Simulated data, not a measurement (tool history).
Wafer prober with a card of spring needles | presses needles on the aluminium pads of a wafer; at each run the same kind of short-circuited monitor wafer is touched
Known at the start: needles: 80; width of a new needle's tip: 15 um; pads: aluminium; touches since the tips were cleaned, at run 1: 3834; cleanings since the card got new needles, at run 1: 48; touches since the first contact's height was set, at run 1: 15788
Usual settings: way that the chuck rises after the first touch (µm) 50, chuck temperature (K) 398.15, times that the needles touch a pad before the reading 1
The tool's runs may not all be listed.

| run | hour | way that the chuck rises after the first touch (µm) | chuck temperature (K) | times that the needles touch a pad before the reading | touches since the tips were cleaned | cleanings since the card got new needles | touches since the first contact's height was set | resistance of one needle with its contact and lead (mohm) | way that a needle slides on the pad (µm) |
|---|---|---|---|---|---|---|---|---|---|
| 1 | 0 | 50 | 398.15 | 1 | 3834 | 48 | 15788 | 301 | 12.18 |
|  | 7.4 | tips cleaned on abrasive film |
| 2 | 22 | 50 | 398.15 | 1 | 4461 | 49 | 22488 | 317 | 12.17 |
|  | 27.4 | tips cleaned on abrasive film |
| 3 | 40.9 | 50 | 398.15 | 1 | 4135 | 50 | 28213 | 315 | 12.17 |
|  | 48.3 | tips cleaned on abrasive film |
|  | 68.1 | tips cleaned on abrasive film |
| 4 | 69.3 | 50 | 398.15 | 1 | 350 | 52 | 36821 | 242 | 12.09 |
|  | 88.3 | tips cleaned on abrasive film |
| 5 | 88.3 | 50 | 398.15 | 1 | 0 | 53 | 42582 | 231 | 12.07 |
|  | 108.6 | tips cleaned on abrasive film |
| 6 | 115.8 | 54 | 398.15 | 1 | 2198 | 54 | 50951 | 279 | 13.04 |
|  | 128.6 | tips cleaned on abrasive film |
| 7 | 135.6 | 54 | 398.15 | 1 | 2141 | 55 | 56967 | 276 | 13 |
|  | 149.3 | tips cleaned on abrasive film |
| 8 | 161.2 | 50 | 398.15 | 1 | 3621 | 56 | 64755 | 308 | 12.03 |
|  | 170.2 | tips cleaned on abrasive film |
| 9 | 189.7 | 50 | 398.15 | 1 | 5953 | 57 | 73438 | 331 | 11.99 |
|  | 191.4 | tips cleaned on abrasive film |
|  | 211.4 | tips cleaned on abrasive film |
| 10 | 214.9 | 50 | 398.15 | 1 | 1071 | 59 | 81062 | 258 | 11.93 |
|  | 231.3 | tips cleaned on abrasive film |
| 11 | 239.1 | 50 | 398.15 | 1 | 2397 | 60 | 88431 | 291 | 11.95 |
|  | 251.6 | tips cleaned on abrasive film |
| 12 | 251.6 | 50 | 398.15 | 1 | 0 | 61 | 92201 | 223 | 11.88 |
|  | 272.5 | tips cleaned on abrasive film |
| 13 | 278.9 | 50 | 398.15 | 1 | 1932 | 62 | 100508 | 288 | 11.87 |
|  | 293.2 | tips cleaned on abrasive film |
|  | 293.5 | height of the first contact set anew |
| 14 | 306.7 | 50 | 398.15 | 1 | 4016 | 63 | 4016 | 315 | 12.23 |
|  | 313.8 | tips cleaned on abrasive film |
| 15 | 322.8 | 50 | 398.15 | 1 | 2751 | 64 | 8923 | 307 | 12.2 |
|  | 335 | tips cleaned on abrasive film |
| 16 | 348.8 | 50 | 398.15 | 1 | 4213 | 65 | 16827 | 318 | 12.19 |
|  | 356.9 | tips cleaned on abrasive film |
| 17 | 372.9 | 54 | 398.15 | 2 | 4899 | 66 | 24152 | 269 | 13.15 |
|  | 376.7 | tips cleaned on abrasive film |
| 18 | 395 | 53 | 345.15 | 1 | 5581 | 67 | 30856 | 312 | 12.85 |
|  | 397.7 | tips cleaned on abrasive film |
| 19 | 416.1 | 53 | 345.15 | 1 | 5604 | 68 | 37269 | 317 | 12.79 |
|  | 418.4 | tips cleaned on abrasive film |
|  | 438.1 | tips cleaned on abrasive film |
| 20 | 438.1 | 31 | 372.15 | 1 | 0 | 70 | 43945 | 255 | 7.36 |
|  | 458.3 | tips cleaned on abrasive film |
| 21 | 458.3 | 31 | 364.15 | 1 | 0 | 71 | 50076 | 244 | 7.41 |
| 22 | 476.1 | 44 | 398.15 | 2 | 5432 | 71 | 55508 | 305 | 10.6 |
|  | 479.3 | tips cleaned on abrasive film |
|  | 499.2 | tips cleaned on abrasive film |
| 23 | 501.9 | 50 | 398.15 | 2 | 813 | 73 | 63319 | 239 | 12.03 |
|  | 520.7 | tips cleaned on abrasive film |
| 24 | 529.6 | 50 | 392.15 | 2 | 2721 | 74 | 71742 | 267 | 11.95 |
|  | 541.8 | tips cleaned on abrasive film |
| 25 | 547.5 | 54 | 299.15 | 2 | 1739 | 75 | 77199 | 236 | 13.03 |
|  | 562 | tips cleaned on abrasive film |
| 26 | 575.4 | 54 | 299.15 | 1 | 4075 | 76 | 85666 | 302 | 12.92 |
|  | 581.7 | tips cleaned on abrasive film |
| 27 | 597.6 | 54 | 299.15 | 1 | 4850 | 77 | 92423 | 304 | 12.94 |
|  | 602.3 | tips cleaned on abrasive film |
| 28 | 610.4 | 54 | 299.15 | 2 | 2474 | 78 | 96297 | 249 | 12.9 |
|  | 624.3 | tips cleaned on abrasive film |
| 29 | 626 | 42 | 299.15 | 2 | 526 | 79 | 101032 | 226 | 9.99 |
|  | 638.6 | height of the first contact set anew |
|  | 645.1 | tips cleaned on abrasive film |
| 30 | 649.5 | 37 | 398.15 | 1 | 1345 | 80 | 3321 | 315 | 8.98 |
|  | 664.8 | tips cleaned on abrasive film |
| 31 | 668.4 | 43 | 398.15 | 2 | 1098 | 81 | 9065 | 254 | 10.47 |
|  | 685.9 | tips cleaned on abrasive film |
| 32 | 686.7 | 43 | 398.15 | 2 | 226 | 82 | 14595 | 234 | 10.47 |

Forecast each of these 3 alternatives for the next run:
|  | 706.5 | tips cleaned on abrasive film |
| A | 711.9 | 31 | 321.15 | 1 | 1664 | 83 | 22277 | ? | ? |
|  | 706.5 | tips cleaned on abrasive film |
| B | 711.9 | 51 | 360.15 | 2 | 1664 | 83 | 22277 | ? | ? |
|  | 706.5 | tips cleaned on abrasive film |
| C | 711.9 | 50 | 398.15 | 1 | 1664 | 83 | 22277 | ? | ? |

| run | resistance of one needle with its contact and lead (mohm) | way that a needle slides on the pad (µm) |
|---|---|---|
| A | 359 | 7.5 |
| B | 244 | 12.36 |
| C | 270 | 12.15 |
Without the tool's hidden state the same runs would have given:
| run | resistance of one needle with its contact and lead (mohm) | way that a needle slides on the pad (µm) |
|---|---|---|
| A | 206 | 7.57 |
| B | 206 | 12.44 |
| C | 212 | 12.22 |

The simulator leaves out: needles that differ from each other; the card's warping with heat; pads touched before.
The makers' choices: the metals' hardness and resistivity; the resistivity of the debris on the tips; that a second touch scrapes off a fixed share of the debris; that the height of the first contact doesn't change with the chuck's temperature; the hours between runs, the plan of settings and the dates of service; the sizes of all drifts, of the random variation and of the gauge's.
